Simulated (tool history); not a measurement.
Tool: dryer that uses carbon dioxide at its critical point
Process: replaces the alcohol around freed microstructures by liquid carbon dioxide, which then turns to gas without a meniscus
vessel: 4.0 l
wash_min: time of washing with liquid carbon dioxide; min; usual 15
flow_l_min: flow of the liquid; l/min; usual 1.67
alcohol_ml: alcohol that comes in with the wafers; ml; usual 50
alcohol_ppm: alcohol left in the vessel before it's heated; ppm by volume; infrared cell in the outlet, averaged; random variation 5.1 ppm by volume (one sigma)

run 1 hour=0.0 | wash_min=15 flow_l_min=1.67 alcohol_ml=50 | alcohol_ppm=240
run 2 hour=52.1 | wash_min=15 flow_l_min=1.67 alcohol_ml=50 | alcohol_ppm=254
run 3 hour=79.4 | wash_min=15 flow_l_min=1.37 alcohol_ml=50 | alcohol_ppm=374
run 4 hour=121.7 | wash_min=15 flow_l_min=1.76 alcohol_ml=50 | alcohol_ppm=250
run 5 hour=182.6 | wash_min=15 flow_l_min=1.76 alcohol_ml=50 | alcohol_ppm=240
run 6 hour=207.9 | wash_min=15 flow_l_min=1.76 alcohol_ml=50 | alcohol_ppm=254
run 7 hour=247.7 | wash_min=15 flow_l_min=2.17 alcohol_ml=50 | alcohol_ppm=203
run 8 hour=289.1 | wash_min=17 flow_l_min=1.67 alcohol_ml=50 | alcohol_ppm=245
run 9 hour=326.8 | wash_min=15 flow_l_min=1.67 alcohol_ml=50 | alcohol_ppm=272
run 10 hour=365.8 | wash_min=15 flow_l_min=1.97 alcohol_ml=50 | alcohol_ppm=241
run 11 hour=413.3 | wash_min=15 flow_l_min=1.97 alcohol_ml=50 | alcohol_ppm=247
run 12 hour=473.5 | wash_min=15 flow_l_min=1.67 alcohol_ml=50 | alcohol_ppm=297
run 13 hour=522.0 | wash_min=15 flow_l_min=1.67 alcohol_ml=50 | alcohol_ppm=310
run 14 hour=569.1 | wash_min=15 flow_l_min=1.67 alcohol_ml=53 | alcohol_ppm=337
run 15 hour=626.7 | wash_min=15 flow_l_min=2.07 alcohol_ml=50 | alcohol_ppm=255
run 16 hour=669.8 | wash_min=15 flow_l_min=1.67 alcohol_ml=50 | alcohol_ppm=343
run 17 hour=694.5 | wash_min=15 flow_l_min=1.67 alcohol_ml=50 | alcohol_ppm=327
run 18 hour=739.1 | wash_min=15 flow_l_min=1.67 alcohol_ml=50 | alcohol_ppm=343
run 19 hour=791.4 | wash_min=15 flow_l_min=1.67 alcohol_ml=50 | alcohol_ppm=338
run 20 hour=845.1 | wash_min=15 flow_l_min=1.67 alcohol_ml=50 | alcohol_ppm=354
run 21 hour=877.4 | wash_min=15 flow_l_min=1.67 alcohol_ml=50 | alcohol_ppm=353
run 22 hour=934.3 | wash_min=15 flow_l_min=1.67 alcohol_ml=50 | alcohol_ppm=362
run 23 hour=968.4 | wash_min=15 flow_l_min=1.67 alcohol_ml=118 | alcohol_ppm=504
run 24 hour=1010.0 | wash_min=15 flow_l_min=1.67 alcohol_ml=118 | alcohol_ppm=521
run 25 hour=1051.0 | wash_min=13 flow_l_min=1.67 alcohol_ml=112 | alcohol_ppm=738
run 26 hour=1094.7 | wash_min=12 flow_l_min=1.67 alcohol_ml=83 | alcohol_ppm=752
run 27 hour=1126.7 | wash_min=12 flow_l_min=1.67 alcohol_ml=83 | alcohol_ppm=764
run 28 hour=1173.0 | wash_min=14 flow_l_min=1.67 alcohol_ml=66 | alcohol_ppm=491
run 29 hour=1223.4 | wash_min=14 flow_l_min=1.67 alcohol_ml=66 | alcohol_ppm=495
run 30 hour=1257.2 | wash_min=16 flow_l_min=1.67 alcohol_ml=38 | alcohol_ppm=352
run 31 hour=1319.5 | wash_min=20 flow_l_min=1.65 alcohol_ml=50 | alcohol_ppm=33
run 32 hour=1352.2 | wash_min=20 flow_l_min=1.65 alcohol_ml=50 | alcohol_ppm=33
run 33 hour=1391.9 | wash_min=10 flow_l_min=2.17 alcohol_ml=30 | alcohol_ppm=154
run 34 hour=1418.1 | wash_min=15 flow_l_min=2.23 alcohol_ml=27 | alcohol_ppm=32
run 35 hour=1453.1 | wash_min=15 flow_l_min=2.23 alcohol_ml=27 | alcohol_ppm=34
run 36 hour=1481.7 | wash_min=11 flow_l_min=1.67 alcohol_ml=77 | alcohol_ppm=705
run 37 hour=1535.9 | wash_min=11 flow_l_min=1.67 alcohol_ml=77 | alcohol_ppm=496
run 38 hour=1576.7 | wash_min=11 flow_l_min=1.67 alcohol_ml=77 | alcohol_ppm=510
run 39 hour=1624.4 | wash_min=11 flow_l_min=1.67 alcohol_ml=77 | alcohol_ppm=524
run 40 hour=1674.3 | wash_min=14 flow_l_min=1.20 alcohol_ml=21 | alcohol_ppm=236
run 41 hour=1708.7 | wash_min=15 flow_l_min=2.20 alcohol_ml=50 | alcohol_ppm=63
run 42 hour=1746.7 | wash_min=11 flow_l_min=2.53 alcohol_ml=75 | alcohol_ppm=112
run 43 hour=1774.8 | wash_min=11 flow_l_min=2.53 alcohol_ml=75 | alcohol_ppm=121
run 44 hour=1835.8 | wash_min=13 flow_l_min=1.63 alcohol_ml=59 | alcohol_ppm=283
run 45 hour=1875.3 | wash_min=15 flow_l_min=1.34 alcohol_ml=50 | alcohol_ppm=300
run 46 hour=1912.8 | wash_min=10 flow_l_min=2.46 alcohol_ml=64 | alcohol_ppm=187

Taken out of this log: 2 entries between the listed runs. Where each belongs, and how the hidden state differs across it:
Between runs 30 and 31: purifier's bed changed (hour 1318.5)
  flow that reaches the vessel past the clogged filter, %: 91 -> 90.5; alcohol in the recycled carbon dioxide, ppm: 284.7 -> 6.6
  measured less the result without the state, alcohol_ppm: +300 -> +15 ppm by volume
Between runs 36 and 37: inlet filter changed (hour 1505.6)
  flow that reaches the vessel past the clogged filter, %: 89.4 -> 99.1; alcohol in the recycled carbon dioxide, ppm: 22.4 -> 27.4
  measured less the result without the state, alcohol_ppm: +241 -> +38 ppm by volume
